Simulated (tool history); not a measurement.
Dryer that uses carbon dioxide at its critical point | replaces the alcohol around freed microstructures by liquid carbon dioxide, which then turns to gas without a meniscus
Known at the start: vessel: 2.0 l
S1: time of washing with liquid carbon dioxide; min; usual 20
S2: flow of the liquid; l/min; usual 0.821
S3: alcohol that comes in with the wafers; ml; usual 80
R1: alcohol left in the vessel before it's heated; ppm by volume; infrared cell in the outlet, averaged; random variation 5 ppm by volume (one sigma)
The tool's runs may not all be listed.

{"run": 1, "hour": 0.0, "S1": 20, "S2": 0.821, "S3": 80, "R1": 93}
{"run": 2, "hour": 31.4, "S1": 20, "S2": 0.821, "S3": 80, "R1": 87}
{"run": 3, "hour": 51.5, "S1": 20, "S2": 0.821, "S3": 76, "R1": 88}
{"run": 4, "hour": 91.3, "S1": 20, "S2": 0.821, "S3": 76, "R1": 105}
{"run": 5, "hour": 135.5, "S1": 18, "S2": 0.821, "S3": 80, "R1": 198}
{"run": 6, "hour": 183.0, "S1": 18, "S2": 0.821, "S3": 80, "R1": 224}
{"run": 7, "hour": 215.3, "S1": 18, "S2": 0.821, "S3": 80, "R1": 225}
{"run": 8, "hour": 249.6, "S1": 18, "S2": 0.821, "S3": 80, "R1": 92}
{"run": 9, "hour": 274.3, "S1": 18, "S2": 0.821, "S3": 35, "R1": 60}
{"run": 10, "hour": 307.5, "S1": 23, "S2": 0.821, "S3": 35, "R1": 45}
{"run": 11, "hour": 341.5, "S1": 20, "S2": 0.821, "S3": 80, "R1": 78}
{"run": 12, "hour": 386.7, "S1": 20, "S2": 0.821, "S3": 80, "R1": 81}
{"run": 13, "hour": 405.9, "S1": 20, "S2": 0.821, "S3": 80, "R1": 78}
{"run": 14, "hour": 428.4, "S1": 20, "S2": 0.821, "S3": 80, "R1": 89}
{"run": 15, "hour": 474.8, "S1": 20, "S2": 0.821, "S3": 80, "R1": 99}
{"run": 16, "hour": 501.3, "S1": 20, "S2": 0.821, "S3": 80, "R1": 99}
{"run": 17, "hour": 548.0, "S1": 20, "S2": 0.902, "S3": 80, "R1": 87}
{"run": 18, "hour": 593.3, "S1": 20, "S2": 0.902, "S3": 52, "R1": 82}
{"run": 19, "hour": 632.7, "S1": 18, "S2": 0.821, "S3": 80, "R1": 188}
{"run": 20, "hour": 677.1, "S1": 13, "S2": 0.821, "S3": 80, "R1": 707}
{"run": 21, "hour": 703.3, "S1": 13, "S2": 0.821, "S3": 80, "R1": 702}
{"run": 22, "hour": 739.5, "S1": 20, "S2": 0.548, "S3": 80, "R1": 635}
{"run": 23, "hour": 773.7, "S1": 20, "S2": 0.548, "S3": 80, "R1": 662}
{"run": 24, "hour": 814.2, "S1": 20, "S2": 0.548, "S3": 80, "R1": 680}
{"run": 25, "hour": 846.9, "S1": 13, "S2": 0.598, "S3": 61, "R1": 1681}
{"run": 26, "hour": 880.3, "S1": 20, "S2": 0.821, "S3": 44, "R1": 137}
{"run": 27, "hour": 927.0, "S1": 20, "S2": 0.821, "S3": 44, "R1": 142}
{"run": 28, "hour": 967.6, "S1": 20, "S2": 0.821, "S3": 44, "R1": 142}
{"run": 29, "hour": 1010.5, "S1": 20, "S2": 0.592, "S3": 23, "R1": 155}
{"run": 30, "hour": 1033.9, "S1": 20, "S2": 0.592, "S3": 23, "R1": 170}
{"run": 31, "hour": 1063.9, "S1": 20, "S2": 0.592, "S3": 23, "R1": 165}
{"run": 32, "hour": 1110.4, "S1": 12, "S2": 0.708, "S3": 80, "R1": 1098}
{"run": 33, "hour": 1136.5, "S1": 12, "S2": 0.708, "S3": 80, "R1": 1128}
{"run": 34, "hour": 1183.2, "S1": 12, "S2": 0.708, "S3": 80, "R1": 1191}
{"run": 35, "hour": 1211.3, "S1": 25, "S2": 1.024, "S3": 79, "R1": 113}
{"run": 36, "hour": 1236.3, "S1": 25, "S2": 1.024, "S3": 79, "R1": 114}
{"run": 37, "hour": 1256.0, "S1": 12, "S2": 0.577, "S3": 51, "R1": 1515}
{"run": 38, "hour": 1285.4, "S1": 26, "S2": 0.495, "S3": 74, "R1": 284}
{"run": 39, "hour": 1326.1, "S1": 14, "S2": 0.518, "S3": 74, "R1": 2026}
{"run": 40, "hour": 1375.5, "S1": 24, "S2": 0.518, "S3": 111, "R1": 365}
{"run": 41, "hour": 1406.2, "S1": 24, "S2": 0.518, "S3": 111, "R1": 387}
{"run": 42, "hour": 1438.8, "S1": 20, "S2": 0.586, "S3": 35, "R1": 165}
{"run": 43, "hour": 1467.7, "S1": 16, "S2": 0.586, "S3": 35, "R1": 433}
{"run": 44, "hour": 1501.3, "S1": 16, "S2": 1.243, "S3": 54, "R1": 34}
{"run": 45, "hour": 1528.2, "S1": 20, "S2": 0.821, "S3": 27, "R1": 48}
{"run": 46, "hour": 1573.1, "S1": 20, "S2": 0.53, "S3": 83, "R1": 700}
{"run": 47, "hour": 1609.2, "S1": 12, "S2": 0.63, "S3": 34, "R1": 976}

Taken out of this log: 3 entries between the listed runs. Where each belongs, and how the hidden state differs across it:
Between runs 7 and 8: inlet filter changed (hour 230.9)
  flow that reaches the vessel past the clogged filter, %: 81.3 -> 98.6; alcohol in the recycled carbon dioxide, ppm: 29.8 -> 32.7
  measured less the result without the state, R1: +167 -> +34 ppm by volume
Between runs 28 and 29: inlet filter changed (hour 1005.0)
  flow that reaches the vessel past the clogged filter, %: 81.8 -> 99.5; alcohol in the recycled carbon dioxide, ppm: 91 -> 94.6
  measured less the result without the state, R1: +129 -> +90 ppm by volume
Between runs 39 and 40: purifier's bed changed (hour 1354.9)
  flow that reaches the vessel past the clogged filter, %: 92.2 -> 91.1; alcohol in the recycled carbon dioxide, ppm: 119.5 -> 8.1
  measured less the result without the state, R1: +542 -> +143 ppm by volume

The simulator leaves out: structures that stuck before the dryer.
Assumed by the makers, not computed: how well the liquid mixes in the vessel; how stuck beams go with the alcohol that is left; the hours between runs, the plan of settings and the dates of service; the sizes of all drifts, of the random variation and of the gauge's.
